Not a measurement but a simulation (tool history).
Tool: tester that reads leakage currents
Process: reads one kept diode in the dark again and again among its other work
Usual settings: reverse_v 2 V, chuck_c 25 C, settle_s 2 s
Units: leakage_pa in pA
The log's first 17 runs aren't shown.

run    hour  reverse_v  chuck_c  settle_s  leakage_pa
 18  1658.6          2       25         2        35.5
 19  1729.9          2       25         2       35.29
 20  1841.8          2       25         2       35.37
 21  1958.6          2       25         2       35.64
 22  2094.9          2       25         2       35.29
 23  2180.8          2       25         2       35.32
 24  2314.2          2       32      5.75        65.3
 25  2399.7       1.27       46      0.39       179.1
 26    2530       7.91       30         2       85.28
 27  2609.9       7.91       30         2       85.31
 28    2684       7.91       30         2       85.44
 29  2782.2       7.91       30         2       85.47
       2840  -- chuck's temperature calibrated
 30  2909.7       4.61       31      0.31       80.78
 31  2965.5       4.61       31      0.31       80.58
 32  3041.8       4.61       31      0.31       80.69
 33  3167.1       4.61       31      0.31        80.3
 34  3256.1       11.2       29      0.31       92.82
 35  3341.2      14.77       20      0.53       46.71
 36  3440.6      14.77       20      0.53       46.94
 37  3516.1      14.77       20      0.53       47.02
 38  3590.3      14.77       20      0.53       47.03
 39  3704.6      16.41       58      0.39     1007.56

Forecast each of these 5 alternatives for the next run:
  A  3810.1      16.94       58      5.05           ?
  B  3810.1        3.9       33         2           ?
  C  3810.1       4.36       58      0.39           ?
  D  3810.1       5.87       58      0.38           ?
  E  3810.1          2       29      1.53           ?

run  leakage_pa
  A     1005.91
  B       88.28
  C      654.01
  D      718.95
  E       50.55
Without the tool's hidden state the same runs would have given:
run  leakage_pa
  A     1006.09
  B       88.26
  C      654.23
  D      719.17
  E       50.54
